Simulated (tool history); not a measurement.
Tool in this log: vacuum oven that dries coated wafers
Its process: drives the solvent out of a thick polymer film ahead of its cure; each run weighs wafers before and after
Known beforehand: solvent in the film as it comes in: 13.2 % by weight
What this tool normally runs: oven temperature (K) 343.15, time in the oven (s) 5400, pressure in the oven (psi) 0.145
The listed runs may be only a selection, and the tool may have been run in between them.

Run 1, hour 0.0: usual settings. Result: solvent left in the film (%) 1.00.
Run 2, hour 35.9: usual settings. Result: solvent left in the film (%) 0.99.
Run 3, hour 80.8: usual settings. Result: solvent left in the film (%) 1.13.
Run 4, hour 116.9: usual settings. Result: solvent left in the film (%) 1.07.
Run 5, hour 146.7: usual settings but time in the oven (s) 5220. Result: solvent left in the film (%) 1.13.
Run 6, hour 180.5: usual settings but time in the oven (s) 5220, pressure in the oven (psi) 0.186. Result: solvent left in the film (%) 1.29.
Run 7, hour 210.3: usual settings but time in the oven (s) 5220, pressure in the oven (psi) 0.186. Result: solvent left in the film (%) 1.26.
Run 8, hour 242.9: usual settings but time in the oven (s) 3780. Result: solvent left in the film (%) 1.87.
Run 9, hour 272.1: usual settings but time in the oven (s) 3780. Result: solvent left in the film (%) 1.87.
Run 10, hour 316.2: usual settings but time in the oven (s) 3780. Result: solvent left in the film (%) 1.76.
Run 11, hour 365.0: usual settings but time in the oven (s) 3780. Result: solvent left in the film (%) 1.81.
Run 12, hour 407.9: usual settings but time in the oven (s) 8460. Result: solvent left in the film (%) 0.72.
Run 13, hour 449.5: usual settings. Result: solvent left in the film (%) 0.97.
Run 14, hour 477.9: usual settings. Result: solvent left in the film (%) 1.03.
Run 15, hour 508.6: usual settings but time in the oven (s) 6660. Result: solvent left in the film (%) 0.81.
Run 16, hour 543.3: usual settings but time in the oven (s) 6660. Result: solvent left in the film (%) 0.82.
At hour 548.3: oven's thermocouples calibrated.
Run 17, hour 567.3: usual settings but time in the oven (s) 6660. Result: solvent left in the film (%) 0.79.
Run 18, hour 610.9: usual settings but time in the oven (s) 9480. Result: solvent left in the film (%) 0.61.
Run 19, hour 639.2: usual settings but time in the oven (s) 3120. Result: solvent left in the film (%) 2.32.
Run 20, hour 666.4: usual settings but time in the oven (s) 3120. Result: solvent left in the film (%) 2.22.
Run 21, hour 698.8: usual settings but time in the oven (s) 3120. Result: solvent left in the film (%) 2.31.
Run 22, hour 719.4: usual settings but time in the oven (s) 3120. Result: solvent left in the film (%) 2.32.
Run 23, hour 744.7: usual settings but time in the oven (s) 9600. Result: solvent left in the film (%) 0.68.
At hour 779.1: oven's thermocouples calibrated, once more.
Run 24, hour 788.5: usual settings but oven temperature (K) 336.15, time in the oven (s) 4860, pressure in the oven (psi) 0.213. Result: solvent left in the film (%) 3.20.
Run 25, hour 815.3: usual settings but oven temperature (K) 355.15, time in the oven (s) 4860, pressure in the oven (psi) 0.213. Result: solvent left in the film (%) 0.54.
Run 26, hour 857.6: usual settings but oven temperature (K) 355.15, time in the oven (s) 6060, pressure in the oven (psi) 0.235. Result: solvent left in the film (%) 0.68.
Run 27, hour 886.9: usual settings but oven temperature (K) 357.15, time in the oven (s) 4620, pressure in the oven (psi) 0.177. Result: solvent left in the film (%) 0.47.
Run 28, hour 923.4: usual settings but oven temperature (K) 333.15, time in the oven (s) 4620, pressure in the oven (psi) 0.086. Result: solvent left in the film (%) 3.81.
Run 29, hour 962.0: usual settings but oven temperature (K) 333.15, time in the oven (s) 4620, pressure in the oven (psi) 0.086. Result: solvent left in the film (%) 3.80.
Run 30, hour 1001.9: usual settings but oven temperature (K) 344.15, time in the oven (s) 4620. Result: solvent left in the film (%) 1.19.
Run 31, hour 1046.8: usual settings but oven temperature (K) 344.15, time in the oven (s) 4620. Result: solvent left in the film (%) 1.16.
Run 32, hour 1094.7: usual settings but time in the oven (s) 7680. Result: solvent left in the film (%) 0.84.
Run 33, hour 1142.6: usual settings but oven temperature (K) 331.15, time in the oven (s) 3780. Result: solvent left in the film (%) 5.45.
Run 34, hour 1169.7: usual settings but time in the oven (s) 4140. Result: solvent left in the film (%) 1.63.
Run 35, hour 1199.0: usual settings but time in the oven (s) 5160, pressure in the oven (psi) 0.425. Result: solvent left in the film (%) 2.09.
Run 36, hour 1224.7: usual settings but oven temperature (K) 355.15, time in the oven (s) 4200, pressure in the oven (psi) 0.097. Result: solvent left in the film (%) 0.38.
Run 37, hour 1266.4: usual settings but oven temperature (K) 355.15, time in the oven (s) 4200, pressure in the oven (psi) 0.097. Result: solvent left in the film (%) 0.39.
Run 38, hour 1287.1: usual settings but oven temperature (K) 355.15, time in the oven (s) 4200, pressure in the oven (psi) 0.097. Result: solvent left in the film (%) 0.36.
Run 39, hour 1326.0: usual settings but oven temperature (K) 347.15, time in the oven (s) 4500, pressure in the oven (psi) 0.231. Result: solvent left in the film (%) 1.14.
Run 40, hour 1355.5: usual settings but oven temperature (K) 351.15, time in the oven (s) 3120, pressure in the oven (psi) 0.197. Result: solvent left in the film (%) 0.99.
Run 41, hour 1390.7: usual settings but oven temperature (K) 351.15, time in the oven (s) 4440, pressure in the oven (psi) 0.084. Result: solvent left in the film (%) 0.46.
Run 42, hour 1435.7: usual settings but oven temperature (K) 351.15, time in the oven (s) 4440, pressure in the oven (psi) 0.084. Result: solvent left in the film (%) 0.52.
Run 43, hour 1467.2: usual settings but oven temperature (K) 351.15, time in the oven (s) 4440, pressure in the oven (psi) 0.084. Result: solvent left in the film (%) 0.49.
Run 44, hour 1504.4: usual settings but oven temperature (K) 339.15, time in the oven (s) 3300, pressure in the oven (psi) 0.154. Result: solvent left in the film (%) 3.23.
Run 45, hour 1540.9: usual settings but oven temperature (K) 330.15, time in the oven (s) 6540, pressure in the oven (psi) 0.099. Result: solvent left in the film (%) 3.51.

Each row is a separate what-if for the run after 45, all from the same tool condition, not one after another. Results?
Run A, hour 1584.2: usual settings but oven temperature (K) 350.15, time in the oven (s) 7200, pressure in the oven (psi) 0.410. Result: solvent left in the film (%) ?.
Run B, hour 1584.2: usual settings but oven temperature (K) 339.15, time in the oven (s) 4980, pressure in the oven (psi) 0.175. Result: solvent left in the film (%) ?.
Run C, hour 1584.2: usual settings but time in the oven (s) 4740, pressure in the oven (psi) 0.174. Result: solvent left in the film (%) ?.
Run D, hour 1584.2: usual settings but pressure in the oven (psi) 0.116. Result: solvent left in the film (%) ?.

run  solvent left in the film (%)
  A                          1.17
  B                          2.15
  C                          1.31
  D                          1.07
Without the tool's hidden state the same runs would have given:
run  solvent left in the film (%)
  A                          1.04
  B                          2.13
  C                          1.25
  D                          0.97
